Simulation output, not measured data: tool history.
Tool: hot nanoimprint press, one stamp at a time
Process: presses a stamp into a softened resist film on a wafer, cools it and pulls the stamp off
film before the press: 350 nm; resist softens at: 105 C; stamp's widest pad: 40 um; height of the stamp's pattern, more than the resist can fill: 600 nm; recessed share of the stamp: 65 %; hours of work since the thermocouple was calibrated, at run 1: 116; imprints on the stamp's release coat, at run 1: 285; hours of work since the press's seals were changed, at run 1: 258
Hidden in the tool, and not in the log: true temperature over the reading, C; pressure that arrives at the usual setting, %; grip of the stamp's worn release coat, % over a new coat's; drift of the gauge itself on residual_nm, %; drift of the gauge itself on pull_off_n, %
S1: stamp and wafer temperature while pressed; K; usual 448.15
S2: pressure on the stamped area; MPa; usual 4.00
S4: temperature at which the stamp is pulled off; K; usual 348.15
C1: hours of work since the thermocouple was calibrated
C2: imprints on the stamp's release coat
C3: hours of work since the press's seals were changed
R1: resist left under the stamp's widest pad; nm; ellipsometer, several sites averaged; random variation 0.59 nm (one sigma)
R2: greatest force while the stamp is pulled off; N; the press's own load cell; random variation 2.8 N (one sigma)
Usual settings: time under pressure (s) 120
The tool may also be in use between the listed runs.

Run 1, hour 0.0: usual settings; C1 116; C2 285; C3 258. Result: R1 192.9 nm, R2 235 N.
Run 2, hour 9.7: usual settings but S1 447.15 K; C1 122; C2 307; C3 263. Result: R1 200.2 nm, R2 234 N.
Run 3, hour 17.7: usual settings but S1 447.15 K, S2 4.05 MPa; C1 127; C2 325; C3 268. Result: R1 199.1 nm, R2 230 N.
Run 4, hour 31.0: usual settings; C1 135; C2 355; C3 276. Result: R1 192.7 nm, R2 232 N.
Run 5, hour 37.7: usual settings; C1 139; C2 370; C3 281. Result: R1 192.2 nm, R2 232 N.
Run 6, hour 45.3: usual settings; C1 144; C2 387; C3 285. Result: R1 193.2 nm, R2 234 N.
Run 7, hour 59.6: usual settings; C1 153; C2 418; C3 294. Result: R1 191.8 nm, R2 227 N.
Run 8, hour 72.7: usual settings; C1 161; C2 448; C3 302. Result: R1 193.1 nm, R2 227 N.
Run 9, hour 81.0: usual settings but S2 5.04 MPa; C1 166; C2 466; C3 307. Result: R1 177.2 nm, R2 232 N.
Run 10, hour 94.3: usual settings but S2 5.04 MPa; C1 174; C2 496; C3 315. Result: R1 176.9 nm, R2 228 N.
At hour 109.3: stamp cleaned and given a new release coat.
Run 11, hour 112.0: usual settings but S2 5.04 MPa; C1 181; C2 6; C3 322. Result: R1 176.9 nm, R2 233 N.
Run 12, hour 121.5: usual settings; C1 187; C2 27; C3 328. Result: R1 192.9 nm, R2 232 N.
Run 13, hour 129.4: usual settings but S1 458.15 K; C1 192; C2 45; C3 333. Result: R1 137.8 nm, R2 232 N.
Run 14, hour 142.8: usual settings but S1 458.15 K, S2 4.57 MPa; C1 200; C2 75; C3 341. Result: R1 129.2 nm, R2 237 N.
Run 15, hour 156.8: usual settings but S1 458.15 K, S2 4.57 MPa; C1 209; C2 106; C3 350. Result: R1 128.5 nm, R2 235 N.
Run 16, hour 162.6: usual settings but S1 458.15 K, S2 4.57 MPa; C1 212; C2 119; C3 353. Result: R1 129.2 nm, R2 236 N.
Run 17, hour 169.0: usual settings but S2 3.61 MPa, time under pressure (s) 78; C1 216; C2 133; C3 357. Result: R1 228.9 nm, R2 226 N.
Run 18, hour 176.7: usual settings but S2 3.61 MPa, time under pressure (s) 78, S4 342.15 K; C1 221; C2 150; C3 362. Result: R1 228.8 nm, R2 260 N.
Run 19, hour 183.5: usual settings but S1 438.15 K, S2 3.23 MPa, time under pressure (s) 83, S4 340.15 K; C1 225; C2 166; C3 366. Result: R1 290.4 nm, R2 270 N.
Run 20, hour 190.4: usual settings but S1 453.15 K, S2 2.47 MPa; C1 229; C2 181; C3 370. Result: R1 195.2 nm, R2 237 N.
Run 21, hour 204.7: usual settings but S1 447.15 K, S2 5.17 MPa, time under pressure (s) 155; C1 238; C2 213; C3 379. Result: R1 164.7 nm, R2 233 N.
Run 22, hour 212.8: usual settings but S1 446.15 K, S2 5.17 MPa, time under pressure (s) 168, S4 335.15 K; C1 243; C2 231; C3 384. Result: R1 166.2 nm, R2 298 N.
Run 23, hour 221.0: usual settings but S1 459.15 K, S2 5.17 MPa, time under pressure (s) 168; C1 248; C2 250; C3 389. Result: R1 101.2 nm, R2 230 N.
Run 24, hour 232.6: usual settings but S1 437.15 K, S2 5.60 MPa; C1 255; C2 275; C3 396. Result: R1 245.6 nm, R2 231 N.
Run 25, hour 241.0: usual settings but S1 437.15 K, S2 5.60 MPa, time under pressure (s) 104; C1 260; C2 294; C3 401. Result: R1 254.6 nm, R2 232 N.
Run 26, hour 251.5: usual settings but S1 437.15 K, S2 5.60 MPa, time under pressure (s) 104; C1 267; C2 318; C3 408. Result: R1 254.2 nm, R2 233 N.
Run 27, hour 264.9: usual settings but S1 437.15 K, S2 5.60 MPa, time under pressure (s) 104; C1 275; C2 347; C3 416. Result: R1 253.0 nm, R2 232 N.
At hour 276.0: plate thermocouple calibrated.
Run 28, hour 276.0: usual settings but S1 437.15 K, S2 5.60 MPa, time under pressure (s) 104; C1 0; C2 366; C3 421. Result: R1 253.7 nm, R2 234 N.
Run 29, hour 285.6: usual settings but S1 447.15 K, S2 2.87 MPa, time under pressure (s) 67, S4 342.15 K; C1 6; C2 387; C3 427. Result: R1 260.2 nm, R2 262 N.
Run 30, hour 291.7: usual settings but S1 439.15 K, S2 2.66 MPa, time under pressure (s) 137, S4 349.15 K; C1 10; C2 401; C3 430. Result: R1 268.8 nm, R2 226 N.
Run 31, hour 302.3: usual settings but S1 439.15 K, S2 2.66 MPa, time under pressure (s) 137, S4 349.15 K; C1 16; C2 424; C3 437. Result: R1 269.8 nm, R2 232 N.

Forecast each of these 3 alternatives for the next run:
Run A, hour 313.8: usual settings but S1 447.15 K, S2 3.43 MPa, time under pressure (s) 137, S4 355.15 K; C1 23; C2 450; C3 444. Result: R1 ?, R2 ?.
Run B, hour 313.8: usual settings but S1 439.15 K, S2 2.61 MPa, time under pressure (s) 137, S4 349.15 K; C1 23; C2 450; C3 444. Result: R1 ?, R2 ?.
Run C, hour 313.8: usual settings but S1 439.15 K, S2 2.66 MPa, time under pressure (s) 190, S4 349.15 K; C1 23; C2 450; C3 444. Result: R1 ?, R2 ?.

run     R1   R2
  A  199.6  197
  B  269.6  227
  C  250.5  228
Without the tool's hidden state the same runs would have given:
run     R1   R2
  A  199.5  196
  B  269.5  226
  C  250.4  226

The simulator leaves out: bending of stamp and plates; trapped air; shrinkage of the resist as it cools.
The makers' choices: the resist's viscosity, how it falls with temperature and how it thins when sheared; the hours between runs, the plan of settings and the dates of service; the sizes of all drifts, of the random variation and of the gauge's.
